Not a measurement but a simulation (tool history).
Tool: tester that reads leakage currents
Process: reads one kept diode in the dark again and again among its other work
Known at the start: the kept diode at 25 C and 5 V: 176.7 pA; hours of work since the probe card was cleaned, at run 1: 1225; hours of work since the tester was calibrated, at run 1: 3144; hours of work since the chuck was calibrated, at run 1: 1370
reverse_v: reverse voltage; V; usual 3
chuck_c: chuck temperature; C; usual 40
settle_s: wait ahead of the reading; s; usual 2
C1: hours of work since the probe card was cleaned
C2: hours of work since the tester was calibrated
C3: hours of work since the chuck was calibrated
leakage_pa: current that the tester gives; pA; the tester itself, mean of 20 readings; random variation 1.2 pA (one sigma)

run 1 hour=0 | reverse_v=3 chuck_c=40 settle_s=2 | C1=1225 C2=3144 C3=1370 | leakage_pa=387.44
run 2 hour=194.9 | reverse_v=3 chuck_c=40 settle_s=2 | C1=1311 C2=3231 C3=1457 | leakage_pa=389.53
run 3 hour=375.4 | reverse_v=3 chuck_c=40 settle_s=2 | C1=1391 C2=3310 C3=1536 | leakage_pa=388.01
run 4 hour=585.9 | reverse_v=3 chuck_c=40 settle_s=2.09 | C1=1484 C2=3404 C3=1629 | leakage_pa=389.69
run 5 hour=707.9 | reverse_v=3 chuck_c=40 settle_s=2.09 | C1=1538 C2=3458 C3=1683 | leakage_pa=390.1
-- hour=802.3 tester calibrated
run 6 hour=813 | reverse_v=18.92 chuck_c=40 settle_s=2 | C1=1584 C2=5 C3=1729 | leakage_pa=1071.04
-- hour=908.6 chuck's temperature calibrated
run 7 hour=947.3 | reverse_v=2.06 chuck_c=40 settle_s=2 | C1=1642 C2=63 C3=17 | leakage_pa=316.14
run 8 hour=1130.6 | reverse_v=2.06 chuck_c=40 settle_s=2 | C1=1723 C2=144 C3=98 | leakage_pa=315.88
-- hour=1327.1 probe card cleaned and baked
run 9 hour=1348.9 | reverse_v=3 chuck_c=47 settle_s=2 | C1=10 C2=240 C3=193 | leakage_pa=613.98
run 10 hour=1545.9 | reverse_v=3 chuck_c=40 settle_s=2 | C1=97 C2=327 C3=281 | leakage_pa=388.87
run 11 hour=1713.3 | reverse_v=3 chuck_c=52 settle_s=2 | C1=171 C2=401 C3=355 | leakage_pa=844.78
run 12 hour=1879.3 | reverse_v=3 chuck_c=52 settle_s=2 | C1=244 C2=474 C3=428 | leakage_pa=847.51
run 13 hour=2036.6 | reverse_v=3 chuck_c=40 settle_s=2 | C1=314 C2=544 C3=498 | leakage_pa=388.01
run 14 hour=2134.2 | reverse_v=3 chuck_c=40 settle_s=2 | C1=357 C2=587 C3=541 | leakage_pa=388.17
run 15 hour=2340.9 | reverse_v=3 chuck_c=40 settle_s=2 | C1=448 C2=678 C3=632 | leakage_pa=386.68
run 16 hour=2447.4 | reverse_v=3 chuck_c=40 settle_s=2 | C1=496 C2=725 C3=679 | leakage_pa=386.48
run 17 hour=2589 | reverse_v=4.69 chuck_c=40 settle_s=2 | C1=558 C2=788 C3=742 | leakage_pa=494.41
run 18 hour=2702.1 | reverse_v=3 chuck_c=40 settle_s=1.18 | C1=608 C2=838 C3=792 | leakage_pa=387.49
run 19 hour=2916 | reverse_v=8.12 chuck_c=40 settle_s=2 | C1=703 C2=933 C3=887 | leakage_pa=670.33
run 20 hour=3057.3 | reverse_v=8.12 chuck_c=40 settle_s=2 | C1=765 C2=995 C3=949 | leakage_pa=667.11
run 21 hour=3220.4 | reverse_v=3.98 chuck_c=44 settle_s=7.51 | C1=837 C2=1067 C3=1021 | leakage_pa=592.89
run 22 hour=3406.9 | reverse_v=8 chuck_c=40 settle_s=2 | C1=920 C2=1150 C3=1104 | leakage_pa=664.51
run 23 hour=3600.4 | reverse_v=8 chuck_c=40 settle_s=2 | C1=1006 C2=1235 C3=1189 | leakage_pa=662.57
run 24 hour=3749.1 | reverse_v=8 chuck_c=40 settle_s=2 | C1=1071 C2=1301 C3=1255 | leakage_pa=662.82
run 25 hour=3858.6 | reverse_v=3.18 chuck_c=40 settle_s=4.36 | C1=1120 C2=1350 C3=1304 | leakage_pa=400.33
run 26 hour=4064.5 | reverse_v=3 chuck_c=40 settle_s=3.29 | C1=1211 C2=1441 C3=1395 | leakage_pa=386.94
run 27 hour=4169.8 | reverse_v=3 chuck_c=40 settle_s=3.29 | C1=1257 C2=1487 C3=1441 | leakage_pa=386.72
run 28 hour=4314.2 | reverse_v=3 chuck_c=40 settle_s=3.29 | C1=1321 C2=1551 C3=1505 | leakage_pa=387.9
run 29 hour=4433.1 | reverse_v=16.46 chuck_c=58 settle_s=0.33 | C1=1374 C2=1604 C3=1558 | leakage_pa=3106.98
run 30 hour=4539.1 | reverse_v=14.9 chuck_c=40 settle_s=2 | C1=1421 C2=1651 C3=1605 | leakage_pa=932.29
run 31 hour=4731.4 | reverse_v=14.9 chuck_c=41 settle_s=0.87 | C1=1506 C2=1736 C3=1690 | leakage_pa=1000.09
run 32 hour=4847.6 | reverse_v=1.23 chuck_c=53 settle_s=9.62 | C1=1557 C2=1787 C3=1741 | leakage_pa=554.29
-- hour=4926.4 chuck's temperature calibrated
run 33 hour=5017 | reverse_v=3 chuck_c=27 settle_s=0.49 | C1=1631 C2=1861 C3=40 | leakage_pa=156.1
run 34 hour=5115.4 | reverse_v=3 chuck_c=31 settle_s=0.87 | C1=1675 C2=1905 C3=84 | leakage_pa=207.45
run 35 hour=5209.9 | reverse_v=3 chuck_c=31 settle_s=0.87 | C1=1717 C2=1946 C3=125 | leakage_pa=208.97
run 36 hour=5355.7 | reverse_v=3 chuck_c=31 settle_s=0.87 | C1=1781 C2=2011 C3=190 | leakage_pa=207.96
-- hour=5418 probe card cleaned and baked
run 37 hour=5526.4 | reverse_v=3 chuck_c=31 settle_s=0.87 | C1=48 C2=2085 C3=264 | leakage_pa=207.51
run 38 hour=5674.3 | reverse_v=3 chuck_c=21 settle_s=0.61 | C1=113 C2=2151 C3=329 | leakage_pa=99.89
run 39 hour=5822.6 | reverse_v=1.18 chuck_c=24 settle_s=1 | C1=179 C2=2216 C3=395 | leakage_pa=74.79

Hidden state or all else? Some run-to-run changes of leakage_pa, split into what the settings, what came in and random variation would give without the hidden state, and what is left for the hidden state (with any gauge scatter that isn't in both results):
The hidden state here: stray current of the dirty probe card, pA a volt; current scale over the true one, %; true chuck temperature over the reading, C; drift of the gauge itself on leakage_pa, %.
Run 6 -> 7: reverse_v 18.92 -> 2.06, chuck's temperature calibrated. leakage_pa -754.9 pA: hidden state -1.61, all else -753.29.
Run 28 -> 29: reverse_v 3 -> 16.46, chuck_c 40 -> 58, settle_s 3.29 -> 0.33. leakage_pa +2719.08 pA: hidden state +3.32, all else +2715.76.
Run 29 -> 30: reverse_v 16.46 -> 14.9, chuck_c 58 -> 40, settle_s 0.33 -> 2. leakage_pa -2174.69 pA: hidden state -2.47, all else -2172.22.
